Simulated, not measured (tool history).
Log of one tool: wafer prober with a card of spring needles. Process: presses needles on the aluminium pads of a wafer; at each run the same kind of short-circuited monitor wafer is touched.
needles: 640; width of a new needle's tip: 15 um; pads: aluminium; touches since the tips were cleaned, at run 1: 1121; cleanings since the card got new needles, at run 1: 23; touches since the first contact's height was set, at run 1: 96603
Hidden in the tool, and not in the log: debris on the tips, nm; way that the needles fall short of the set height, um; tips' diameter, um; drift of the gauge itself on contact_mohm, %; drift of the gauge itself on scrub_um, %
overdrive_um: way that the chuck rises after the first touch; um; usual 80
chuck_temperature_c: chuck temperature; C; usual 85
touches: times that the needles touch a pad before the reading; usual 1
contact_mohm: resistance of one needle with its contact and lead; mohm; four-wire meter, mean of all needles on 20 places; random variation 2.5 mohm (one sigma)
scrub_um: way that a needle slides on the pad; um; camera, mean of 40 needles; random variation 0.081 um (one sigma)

| run | hour | overdrive_um | chuck_temperature_c | touches | touches since the tips were cleaned | cleanings since the card got new needles | touches since the first contact's height was set | contact_mohm | scrub_um |
|---|---|---|---|---|---|---|---|---|---|
| 1 | 0.0 | 80 | 85 | 1 | 1121 | 23 | 96603 | 334 | 13.49 |
|  | 10.5 | tips cleaned on abrasive film |
|  | 28.0 | tips cleaned on abrasive film |
|  | 42.0 | tips cleaned on abrasive film |
| 2 | 44.3 | 80 | 85 | 1 | 599 | 26 | 107913 | 316 | 13.38 |
|  | 58.3 | tips cleaned on abrasive film |
|  | 72.3 | tips cleaned on abrasive film |
|  | 89.8 | tips cleaned on abrasive film |
|  | 107.3 | tips cleaned on abrasive film |
|  | 124.8 | tips cleaned on abrasive film |
| 3 | 125.8 | 80 | 28 | 1 | 255 | 31 | 128692 | 288 | 13.34 |
|  | 139.7 | tips cleaned on abrasive film |
|  | 153.7 | tips cleaned on abrasive film |
|  | 171.2 | tips cleaned on abrasive film |
|  | 185.2 | tips cleaned on abrasive film |
| 4 | 193.8 | 80 | 85 | 1 | 2202 | 35 | 146064 | 350 | 13.24 |
|  | 200.8 | tips cleaned on abrasive film |
|  | 214.8 | tips cleaned on abrasive film |
|  | 232.3 | tips cleaned on abrasive film |
|  | 249.8 | tips cleaned on abrasive film |
|  | 267.3 | tips cleaned on abrasive film |
|  | 281.3 | tips cleaned on abrasive film |
| 5 | 288.1 | 80 | 85 | 1 | 1759 | 41 | 170131 | 357 | 13.29 |
|  | 298.6 | tips cleaned on abrasive film |
|  | 312.6 | tips cleaned on abrasive film |
|  | 312.9 | height of the first contact set anew |
|  | 330.4 | tips cleaned on abrasive film |
|  | 347.9 | tips cleaned on abrasive film |
|  | 365.4 | tips cleaned on abrasive film |
| 6 | 378.8 | 80 | 85 | 1 | 3462 | 46 | 16846 | 382 | 13.91 |
|  | 382.4 | tips cleaned on abrasive film |
|  | 399.9 | tips cleaned on abrasive film |
|  | 417.4 | tips cleaned on abrasive film |
|  | 434.8 | tips cleaned on abrasive film |
| 7 | 444.4 | 80 | 85 | 1 | 2469 | 50 | 33593 | 364 | 13.98 |
|  | 451.5 | tips cleaned on abrasive film |
|  | 469.0 | tips cleaned on abrasive film |
|  | 483.0 | tips cleaned on abrasive film |
| 8 | 491.4 | 80 | 85 | 1 | 2155 | 53 | 45564 | 364 | 13.79 |
|  | 498.4 | tips cleaned on abrasive film |
|  | 512.4 | tips cleaned on abrasive film |
|  | 529.9 | tips cleaned on abrasive film |
|  | 543.9 | tips cleaned on abrasive film |
|  | 561.4 | tips cleaned on abrasive film |
|  | 578.8 | tips cleaned on abrasive film |
| 9 | 580.4 | 80 | 85 | 1 | 412 | 59 | 68284 | 309 | 13.78 |
|  | 594.4 | tips cleaned on abrasive film |
|  | 611.9 | tips cleaned on abrasive film |
|  | 625.9 | tips cleaned on abrasive film |
|  | 643.4 | tips cleaned on abrasive film |
| 10 | 653.0 | 80 | 85 | 1 | 2480 | 63 | 86825 | 365 | 13.58 |
|  | 660.1 | tips cleaned on abrasive film |
|  | 677.6 | tips cleaned on abrasive film |
|  | 695.0 | tips cleaned on abrasive film |
|  | 712.5 | tips cleaned on abrasive film |
|  | 727.0 | tips cleaned on abrasive film |
| 11 | 727.0 | 80 | 85 | 1 | 0 | 68 | 105682 | 297 | 13.50 |
|  | 741.0 | tips cleaned on abrasive film |
|  | 758.4 | tips cleaned on abrasive film |
|  | 775.9 | tips cleaned on abrasive film |
| 12 | 780.4 | 80 | 85 | 1 | 1150 | 71 | 119329 | 338 | 13.47 |
|  | 790.9 | tips cleaned on abrasive film |
|  | 808.4 | tips cleaned on abrasive film |
|  | 825.9 | tips cleaned on abrasive film |
| 13 | 839.0 | 80 | 85 | 1 | 3360 | 74 | 134290 | 400 | 13.36 |
|  | 842.5 | tips cleaned on abrasive film |
|  | 860.0 | tips cleaned on abrasive film |
|  | 877.5 | tips cleaned on abrasive film |
|  | 894.9 | tips cleaned on abrasive film |
|  | 910.7 | tips cleaned on abrasive film |
| 14 | 910.7 | 88 | 30 | 1 | 0 | 79 | 152587 | 275 | 14.74 |
|  | 924.7 | tips cleaned on abrasive film |
|  | 942.2 | tips cleaned on abrasive film |
|  | 956.2 | tips cleaned on abrasive film |
|  | 973.6 | tips cleaned on abrasive film |
|  | 987.6 | tips cleaned on abrasive film |
| 15 | 990.0 | 61 | 27 | 3 | 606 | 84 | 172826 | 296 | 9.87 |
|  | 1004.0 | tips cleaned on abrasive film |
|  | 1004.3 | height of the first contact set anew |
|  | 1018.3 | tips cleaned on abrasive film |
|  | 1035.8 | tips cleaned on abrasive film |
|  | 1053.3 | tips cleaned on abrasive film |
| 16 | 1061.3 | 61 | 27 | 3 | 2074 | 88 | 14568 | 326 | 10.56 |
|  | 1068.4 | tips cleaned on abrasive film |
|  | 1085.9 | tips cleaned on abrasive film |
|  | 1103.3 | tips cleaned on abrasive film |
|  | 1120.8 | tips cleaned on abrasive film |
|  | 1138.3 | tips cleaned on abrasive film |
| 17 | 1141.2 | 61 | 27 | 3 | 738 | 93 | 34940 | 308 | 10.56 |
|  | 1155.2 | tips cleaned on abrasive film |
|  | 1169.2 | tips cleaned on abrasive film |
|  | 1183.2 | tips cleaned on abrasive film |
|  | 1200.6 | tips cleaned on abrasive film |
|  | 1214.6 | tips cleaned on abrasive film |
| 18 | 1225.1 | 75 | 85 | 1 | 2689 | 98 | 56369 | 399 | 12.86 |
|  | 1232.1 | tips cleaned on abrasive film |
|  | 1249.5 | tips cleaned on abrasive film |
|  | 1263.5 | tips cleaned on abrasive film |
|  | 1281.0 | tips cleaned on abrasive film |
| 19 | 1288.7 | 75 | 85 | 1 | 1974 | 102 | 72598 | 375 | 12.71 |
|  | 1295.7 | tips cleaned on abrasive film |
|  | 1313.2 | tips cleaned on abrasive film |
|  | 1327.2 | tips cleaned on abrasive film |
|  | 1344.7 | tips cleaned on abrasive film |
| 20 | 1356.7 | 87 | 122 | 1 | 3078 | 106 | 89953 | 391 | 14.67 |
|  | 1360.3 | tips cleaned on abrasive film |
|  | 1374.2 | tips cleaned on abrasive film |
|  | 1391.7 | tips cleaned on abrasive film |
|  | 1409.2 | tips cleaned on abrasive film |
|  | 1424.3 | tips cleaned on abrasive film |
| 21 | 1424.3 | 87 | 122 | 1 | 0 | 111 | 107184 | 305 | 14.59 |
|  | 1441.7 | tips cleaned on abrasive film |
|  | 1455.7 | tips cleaned on abrasive film |
|  | 1473.2 | tips cleaned on abrasive film |
|  | 1490.7 | tips cleaned on abrasive film |
| 22 | 1499.0 | 72 | 107 | 2 | 2124 | 115 | 126263 | 357 | 12.00 |
|  | 1506.0 | tips cleaned on abrasive film |
|  | 1523.5 | tips cleaned on abrasive film |
|  | 1540.8 | tips cleaned on abrasive film |
| 23 | 1540.8 | 80 | 105 | 1 | 0 | 118 | 136940 | 309 | 13.30 |
|  | 1554.8 | tips cleaned on abrasive film |
|  | 1572.3 | tips cleaned on abrasive film |
| 24 | 1582.9 | 80 | 105 | 1 | 2711 | 120 | 147683 | 411 | 13.31 |
|  | 1586.4 | tips cleaned on abrasive film |
|  | 1600.4 | tips cleaned on abrasive film |
|  | 1617.9 | tips cleaned on abrasive film |
|  | 1635.4 | tips cleaned on abrasive film |
|  | 1649.4 | tips cleaned on abrasive film |
|  | 1666.8 | tips cleaned on abrasive film |
| 25 | 1674.1 | 84 | 90 | 1 | 1872 | 126 | 170967 | 378 | 13.85 |
|  | 1681.2 | tips cleaned on abrasive film |
|  | 1695.4 | height of the first contact set anew |
|  | 1699.0 | tips cleaned on abrasive film |
|  | 1716.4 | tips cleaned on abrasive film |
|  | 1733.9 | tips cleaned on abrasive film |
|  | 1747.9 | tips cleaned on abrasive film |
|  | 1765.4 | tips cleaned on abrasive film |
| 26 | 1770.2 | 84 | 37 | 1 | 1239 | 132 | 19087 | 333 | 14.64 |

Forecast each of these 3 alternatives for the next run:
|  | 1780.7 | tips cleaned on abrasive film |
|  | 1798.2 | tips cleaned on abrasive film |
|  | 1815.7 | tips cleaned on abrasive film |
|  | 1833.2 | tips cleaned on abrasive film |
|  | 1850.6 | tips cleaned on abrasive film |
| A | 1861.1 | 99 | 85 | 1 | 2695 | 137 | 42307 | ? | ? |
|  | 1780.7 | tips cleaned on abrasive film |
|  | 1798.2 | tips cleaned on abrasive film |
|  | 1815.7 | tips cleaned on abrasive film |
|  | 1833.2 | tips cleaned on abrasive film |
|  | 1850.6 | tips cleaned on abrasive film |
| B | 1861.1 | 80 | 70 | 2 | 2695 | 137 | 42307 | ? | ? |
|  | 1780.7 | tips cleaned on abrasive film |
|  | 1798.2 | tips cleaned on abrasive film |
|  | 1815.7 | tips cleaned on abrasive film |
|  | 1833.2 | tips cleaned on abrasive film |
|  | 1850.6 | tips cleaned on abrasive film |
| C | 1861.1 | 96 | 110 | 1 | 2695 | 137 | 42307 | ? | ? |

| run | contact_mohm | scrub_um |
|---|---|---|
| A | 358 | 16.99 |
| B | 343 | 13.75 |
| C | 363 | 16.72 |
Without the tool's hidden state the same runs would have given:
| run | contact_mohm | scrub_um |
|---|---|---|
| A | 281 | 17.21 |
| B | 275 | 13.97 |
| C | 287 | 16.94 |

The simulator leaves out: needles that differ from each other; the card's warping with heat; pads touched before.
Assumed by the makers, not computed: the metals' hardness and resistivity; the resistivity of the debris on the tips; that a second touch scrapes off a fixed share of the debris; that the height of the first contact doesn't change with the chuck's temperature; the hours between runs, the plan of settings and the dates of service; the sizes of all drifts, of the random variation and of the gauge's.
